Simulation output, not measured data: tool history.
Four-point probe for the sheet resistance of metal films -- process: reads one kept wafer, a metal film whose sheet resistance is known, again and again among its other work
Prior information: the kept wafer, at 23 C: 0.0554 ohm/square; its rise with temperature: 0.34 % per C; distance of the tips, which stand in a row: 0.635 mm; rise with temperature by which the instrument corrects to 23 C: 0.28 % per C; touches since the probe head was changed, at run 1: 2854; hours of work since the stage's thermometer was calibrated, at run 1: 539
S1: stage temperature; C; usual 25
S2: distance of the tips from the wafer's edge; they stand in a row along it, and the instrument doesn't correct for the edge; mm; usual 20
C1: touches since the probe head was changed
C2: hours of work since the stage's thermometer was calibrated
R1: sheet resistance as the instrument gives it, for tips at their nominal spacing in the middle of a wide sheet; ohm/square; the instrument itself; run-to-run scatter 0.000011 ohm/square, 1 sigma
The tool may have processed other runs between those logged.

| run | hour | S1 | S2 | C1 | C2 | R1 |
|---|---|---|---|---|---|---|
| 1 | 0.0 | 25 | 20 | 2854 | 539 | 0.055418 |
| 2 | 16.8 | 25 | 20 | 3483 | 548 | 0.055400 |
| 3 | 33.1 | 25 | 20 | 4095 | 556 | 0.055411 |
| 4 | 47.4 | 25 | 20 | 4634 | 563 | 0.055411 |
| 5 | 76.9 | 25 | 20 | 5737 | 578 | 0.055401 |
| 6 | 101.5 | 25 | 20 | 6662 | 591 | 0.055419 |
| 7 | 124.1 | 25 | 67 | 7510 | 603 | 0.055380 |
| 8 | 141.0 | 25 | 67 | 8145 | 611 | 0.055390 |
| 9 | 159.8 | 25 | 26 | 8847 | 621 | 0.055389 |
| 10 | 178.1 | 25 | 20 | 9534 | 630 | 0.055402 |
| 11 | 197.9 | 25 | 11 | 10277 | 641 | 0.055446 |
| 12 | 220.9 | 25 | 11 | 11140 | 652 | 0.055478 |
| 13 | 234.0 | 25 | 11 | 11633 | 659 | 0.055462 |
| 14 | 251.6 | 25 | 11 | 12293 | 668 | 0.055491 |
|  | 253.8 | stage's thermometer calibrated |
| 15 | 278.8 | 23 | 11 | 13292 | 13 | 0.055396 |
|  | 301.8 | stage's thermometer calibrated, once more |
| 16 | 302.4 | 23 | 11 | 14161 | 0 | 0.055434 |
| 17 | 324.5 | 23 | 11 | 14990 | 12 | 0.055435 |
| 18 | 342.4 | 25 | 20 | 15659 | 21 | 0.055422 |
| 19 | 367.3 | 25 | 20 | 16593 | 34 | 0.055406 |
| 20 | 390.3 | 25 | 20 | 17458 | 45 | 0.055401 |
| 21 | 405.2 | 25 | 20 | 18015 | 53 | 0.055428 |
| 22 | 423.4 | 27 | 9 | 18700 | 62 | 0.055591 |
| 23 | 438.1 | 28 | 35 | 19249 | 70 | 0.055487 |
| 24 | 462.7 | 20 | 46 | 20175 | 83 | 0.055245 |
| 25 | 479.1 | 35 | 6 | 20789 | 91 | 0.056014 |
| 26 | 506.5 | 34 | 24 | 21816 | 105 | 0.055662 |
| 27 | 519.7 | 34 | 24 | 22310 | 112 | 0.055661 |
| 28 | 538.8 | 22 | 14 | 23029 | 122 | 0.055344 |
| 29 | 569.3 | 27 | 41 | 24170 | 137 | 0.055452 |
| 30 | 594.0 | 27 | 41 | 25096 | 150 | 0.055449 |
| 31 | 617.7 | 27 | 41 | 25987 | 162 | 0.055439 |
| 32 | 647.6 | 33 | 8 | 27110 | 178 | 0.055790 |
| 33 | 675.4 | 33 | 8 | 28152 | 192 | 0.055796 |
| 34 | 692.3 | 25 | 9 | 28786 | 201 | 0.055518 |
| 35 | 708.5 | 25 | 9 | 29394 | 209 | 0.055509 |
| 36 | 737.9 | 26 | 14 | 30495 | 224 | 0.055449 |
| 37 | 758.5 | 18 | 11 | 31270 | 235 | 0.055264 |
| 38 | 784.0 | 25 | 9 | 32225 | 248 | 0.055489 |

Alternative continuations, all from the tool just after run 38; predict every row:
| A | 807.6 | 35 | 66 | 33110 | 260 | ? |
| B | 807.6 | 31 | 35 | 33110 | 260 | ? |
| C | 807.6 | 19 | 13 | 33110 | 260 | ? |

| run | R1 |
|---|---|
| A | 0.055672 |
| B | 0.055572 |
| C | 0.055232 |
Without the tool's hidden state the same runs would have given:
| run | R1 |
|---|---|
| A | 0.055777 |
| B | 0.055678 |
| C | 0.055337 |

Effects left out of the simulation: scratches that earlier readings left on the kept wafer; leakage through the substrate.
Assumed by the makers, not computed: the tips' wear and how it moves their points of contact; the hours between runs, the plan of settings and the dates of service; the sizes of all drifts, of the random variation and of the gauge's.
